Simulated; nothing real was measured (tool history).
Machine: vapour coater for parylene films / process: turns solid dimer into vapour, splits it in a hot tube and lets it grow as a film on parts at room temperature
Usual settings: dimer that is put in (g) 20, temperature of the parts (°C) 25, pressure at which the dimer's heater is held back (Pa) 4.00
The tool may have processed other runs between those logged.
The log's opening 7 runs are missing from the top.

run,hour,dimer that is put in (g),temperature of the parts (°C),pressure at which the dimer's heater is held back (Pa),thickness of the film (µm)
8,262.8,20,33,4.00,5.26
9,304.7,20,33,4.00,5.26
10,350.6,20,33,4.00,5.24
# hour 370.2: trap's valve overhauled
11,403.8,20,33,4.00,5.54
12,427.4,20,33,4.00,5.41
13,457.1,20,23,4.00,7.11
14,506.3,20,25,4.00,6.71
15,546.2,20,25,4.00,6.59
16,584.1,20,25,4.00,6.51
17,619.5,15,25,4.00,4.83
# hour 658.0: trap's valve overhauled
18,666.7,20,25,7.24,6.21
19,696.4,20,25,4.00,6.76
20,732.3,20,25,4.00,6.71

Run 21 comes next. What will it give?
21,779.8,20,25,4.00,?

{"run 21": {"thickness of the film (µm)": 6.58}}
On a tool with no hidden condition, and with the same random variation, this run would have come out at thickness of the film (µm) 6.67.
